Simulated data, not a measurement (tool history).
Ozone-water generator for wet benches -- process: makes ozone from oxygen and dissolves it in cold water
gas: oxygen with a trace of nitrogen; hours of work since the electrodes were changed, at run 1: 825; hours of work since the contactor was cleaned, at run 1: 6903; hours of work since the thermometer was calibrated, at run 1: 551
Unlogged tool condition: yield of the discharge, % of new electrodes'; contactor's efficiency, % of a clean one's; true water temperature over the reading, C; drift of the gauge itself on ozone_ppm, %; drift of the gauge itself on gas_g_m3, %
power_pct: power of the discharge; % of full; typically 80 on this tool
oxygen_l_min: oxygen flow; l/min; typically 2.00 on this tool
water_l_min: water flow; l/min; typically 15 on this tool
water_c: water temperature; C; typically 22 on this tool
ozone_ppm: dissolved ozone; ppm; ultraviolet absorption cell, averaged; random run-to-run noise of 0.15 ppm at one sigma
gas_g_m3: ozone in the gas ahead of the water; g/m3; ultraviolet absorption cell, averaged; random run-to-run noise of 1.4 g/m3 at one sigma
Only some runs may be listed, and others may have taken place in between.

run,hour,power_pct,oxygen_l_min,water_l_min,water_c,hours of work since the electrodes were changed,hours of work since the contactor was cleaned,hours of work since the thermometer was calibrated,ozone_ppm,gas_g_m3
1,0.0,80,2.00,15,22,825,6903,551,18.4,250.9
2,36.2,89,2.00,15,22,854,6932,581,19.2,265.4
3,121.5,80,2.00,9,22,924,7002,651,27.5,252.0
4,208.7,80,2.00,9,22,996,7074,722,27.6,251.4
5,272.5,80,2.00,9,22,1048,7126,775,27.5,250.6
6,340.9,80,2.00,9,22,1104,7182,831,27.8,251.7
# hour 349.0: water thermometer calibrated
7,393.3,80,2.00,9,22,1147,7224,36,27.2,247.1
8,439.4,80,2.00,15,22,1184,7262,74,18.1,252.7
9,512.8,80,2.00,15,22,1244,7322,134,17.9,248.2
10,595.5,41,2.00,22,23,1312,7390,202,8.9,179.4
# hour 633.9: contactor cleaned
11,681.1,58,2.00,22,27,1379,39,269,10.7,211.1
12,765.2,41,1.42,21,15,1448,108,338,9.2,214.2
13,815.5,75,3.05,18,25,1489,149,379,15.1,190.1
# hour 846.9: water thermometer calibrated, once more
14,897.2,80,1.23,15,15,1556,215,41,17.8,323.6
15,962.1,53,2.00,15,18,1609,269,94,15.8,202.7
16,1018.4,71,2.49,15,22,1655,315,140,17.9,207.1

4 ways to go on from here, each from the tool as it stands after run 16. What would each give?
A,1076.5,71,2.49,11,22,1703,362,188,?,?
B,1076.5,80,2.21,15,22,1703,362,188,?,?
C,1076.5,47,2.49,15,18,1703,362,188,?,?
D,1076.5,80,2.00,15,27,1703,362,188,?,?

run,ozone_ppm,gas_g_m3
A,22.4,211.2
B,18.6,235.3
C,15.0,169.8
D,17.6,250.1
With no hidden state in the tool, these same runs would have given:
run,ozone_ppm,gas_g_m3
A,23.1,217.4
B,19.2,242.5
C,15.4,173.8
D,18.1,257.7
